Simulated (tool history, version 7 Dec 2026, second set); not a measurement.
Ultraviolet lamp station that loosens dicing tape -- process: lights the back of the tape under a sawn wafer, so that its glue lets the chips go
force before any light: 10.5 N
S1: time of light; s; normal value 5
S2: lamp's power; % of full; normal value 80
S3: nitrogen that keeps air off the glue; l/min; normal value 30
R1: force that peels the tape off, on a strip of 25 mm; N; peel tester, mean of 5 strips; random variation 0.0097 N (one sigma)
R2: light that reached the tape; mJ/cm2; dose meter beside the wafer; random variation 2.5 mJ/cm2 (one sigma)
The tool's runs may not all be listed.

| run | day | S1 | S2 | S3 | R1 | R2 |
|---|---|---|---|---|---|---|
| 1 | 0.000 | 5 | 80 | 30 | 0.542 | 270 |
| 2 | 0.512 | 5 | 80 | 30 | 0.547 | 268 |
| 3 | 1.025 | 5 | 80 | 30 | 0.533 | 271 |
| 4 | 1.654 | 5 | 80 | 30 | 0.529 | 266 |
| 5 | 2.117 | 5 | 80 | 30 | 0.540 | 265 |
| 6 | 2.754 | 5 | 80 | 30 | 0.526 | 263 |
|  | 2.846 | window cleaned of glue's vapour |
| 7 | 3.517 | 5 | 80 | 22 | 0.737 | 260 |
| 8 | 4.354 | 4 | 76 | 45 | 0.779 | 196 |
| 9 | 4.988 | 4 | 76 | 45 | 0.746 | 197 |
| 10 | 5.700 | 4 | 61 | 14 | 2.646 | 158 |
|  | 6.075 | window cleaned of glue's vapour, once more |
| 11 | 6.212 | 4 | 61 | 14 | 2.511 | 161 |
| 12 | 7.079 | 3 | 85 | 30 | 1.449 | 165 |

Below, some changes in R1 between adjacent runs. For each, the amount present without the hidden state too (settings, incoming material, random variation) and the amount remaining for the hidden state with gauge scatter not shared by both compared results:
The hidden state here: lamp's light, % of a new lamp's; light that the window lets through, % of a clean one's; drift of the gauge itself on peel_n, %; drift of the gauge itself on dose_mj_cm2, %.
Run 9 -> 10: S2 76 -> 61, S3 45 -> 14. R1 +1.900 N: hidden state +0.282, all else +1.618.

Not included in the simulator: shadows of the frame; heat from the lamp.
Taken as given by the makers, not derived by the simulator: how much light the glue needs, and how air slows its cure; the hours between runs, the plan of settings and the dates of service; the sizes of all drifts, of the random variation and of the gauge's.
